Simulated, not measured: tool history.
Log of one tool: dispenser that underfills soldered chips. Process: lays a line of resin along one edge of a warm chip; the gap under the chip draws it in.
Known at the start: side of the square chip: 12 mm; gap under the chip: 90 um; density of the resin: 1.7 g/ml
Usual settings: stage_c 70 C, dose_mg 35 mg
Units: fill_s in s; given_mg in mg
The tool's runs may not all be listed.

| run | hour | stage_c | dose_mg | fill_s | given_mg |
|---|---|---|---|---|---|
| 1 | 0 | 70 | 35 | 81.3 | 33.85 |
| 2 | 2.7 | 70 | 35 | 89.5 | 33.96 |
| 3 | 6.2 | 55 | 35 | 224.9 | 33.79 |
|  | 8.5 | new syringe of resin |
| 4 | 10.9 | 70 | 31.1 | 90.3 | 30.06 |
| 5 | 14.2 | 59 | 35 | 174.2 | 33.59 |
|  | 17.5 | new syringe of resin |
| 6 | 19.4 | 59 | 35 | 156.5 | 33.56 |
| 7 | 24.1 | 70 | 38 | 101 | 36.26 |
|  | 26.7 | new syringe of resin |
| 8 | 27.4 | 84 | 38 | 41.1 | 36.2 |
| 9 | 32.2 | 70 | 35 | 99.2 | 33.29 |
| 10 | 35.1 | 70 | 35 | 110.9 | 33.16 |
|  | 35.9 | new syringe of resin |
| 11 | 40.6 | 70 | 35 | 95.9 | 33.22 |
| 12 | 44.1 | 70 | 35 | 109.4 | 32.99 |
|  | 45.1 | new syringe of resin |
| 13 | 46.6 | 70 | 35 | 84.6 | 32.93 |
| 14 | 51.1 | 65 | 35 | 129.9 | 32.89 |
|  | 54.2 | new syringe of resin |
| 15 | 55.5 | 70 | 44.5 | 83.8 | 41.67 |
| 16 | 60.4 | 80 | 35 | 61.6 | 32.33 |
|  | 63.3 | new syringe of resin |
| 17 | 63.4 | 70 | 42.4 | 81.7 | 39.37 |
| 18 | 66.4 | 76 | 43.4 | 67.2 | 40.34 |
| 19 | 70.4 | 72 | 36 | 97.5 | 33.38 |
|  | 72.5 | new syringe of resin |
| 20 | 74 | 56 | 32.5 | 181.5 | 30.04 |
| 21 | 77.1 | 56 | 32.5 | 208.4 | 30.06 |
|  | 80.2 | dispensing valve cleaned and set on the balance |
| 22 | 80.4 | 75 | 31 | 83 | 30.9 |
|  | 82.8 | new syringe of resin |
| 23 | 85.6 | 75 | 31 | 70.8 | 30.95 |
| 24 | 90.9 | 75 | 31 | 87.2 | 30.73 |
|  | 91.7 | new syringe of resin |
| 25 | 93.7 | 80 | 37 | 53.1 | 36.69 |
| 26 | 98.8 | 80 | 37 | 63.7 | 36.49 |
|  | 100.8 | new syringe of resin |
| 27 | 103.4 | 70 | 39.6 | 86.1 | 39.19 |

Hidden state or all else? Some run-to-run changes of fill_s, split into what the settings, what came in and random variation would give without the hidden state, and what is left for the hidden state (with any gauge scatter that isn't in both results):
The hidden state here: resin's viscosity, % of fresh resin's; dose that the valve gives, % of what is set; true chip temperature over the reading, C; drift of the gauge itself on fill_s, %; drift of the gauge itself on given_mg, %.
Run 2 -> 3: stage_c 70 -> 55. fill_s +135.4 s: hidden state +40.7, all else +94.7.
Run 3 -> 4: stage_c 55 -> 70, dose_mg 35 -> 31.1, new syringe of resin. fill_s -134.6 s: hidden state -41.9, all else -92.7.
